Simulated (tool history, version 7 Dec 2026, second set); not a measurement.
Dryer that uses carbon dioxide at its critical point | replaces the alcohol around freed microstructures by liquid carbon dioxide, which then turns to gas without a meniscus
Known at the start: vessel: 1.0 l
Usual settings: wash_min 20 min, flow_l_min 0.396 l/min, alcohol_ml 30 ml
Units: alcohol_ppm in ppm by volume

run    hour  wash_min  flow_l_min  alcohol_ml  alcohol_ppm
  1     0.0        20       0.396          30          309
       15.9  -- purifier's bed changed
  2    51.0        20       0.396          30           57
  3   118.6        20       0.396          30           76
  4   170.4        20       0.396          30           98
  5   221.2        20       0.396          30          122
      259.9  -- inlet filter changed
  6   261.9        19       0.396          30          126
  7   294.6        19       0.396          30          130
  8   339.0        19       0.396          30          149
  9   396.3        20       0.396          41          177
 10   431.4        20       0.396          41          184
 11   463.7        20       0.396          41          193
 12   510.4        20       0.396          30          200
 13   574.7        20       0.396          30          200
 14   641.5        24       0.396          25          203
      700.6  -- inlet filter changed
 15   700.6        30       0.276          30          232
 16   738.3        25       0.487          96          226
 17   783.4        29       0.396          25          236
 18   819.7        29       0.396          25          257
 19   874.7        14       0.396          46          649
      899.2  -- purifier's bed changed
 20   924.9        17       0.280          40          658
 21   960.3        20       0.548         119           32
 22  1016.7        16       0.580          27           53
 23  1050.9        25       0.547          27           57
 24  1094.1        23       0.370          54          110
     1141.0  -- inlet filter changed
 25  1146.3        23       0.370          54           98
 26  1212.8        15       0.419          29          214

Forecast each of these 4 alternatives for the next run:
  A  1273.9        18       0.632         112            ?
  B  1273.9        17       0.419          35            ?
  C  1273.9        16       0.261          75            ?
  D  1273.9        15       0.419          39            ?

run  alcohol_ppm
  A          136
  B          188
  C         1955
  D          286
Without the tool's hidden state the same runs would have given:
run  alcohol_ppm
  A           16
  B           63
  C         1685
  D          151
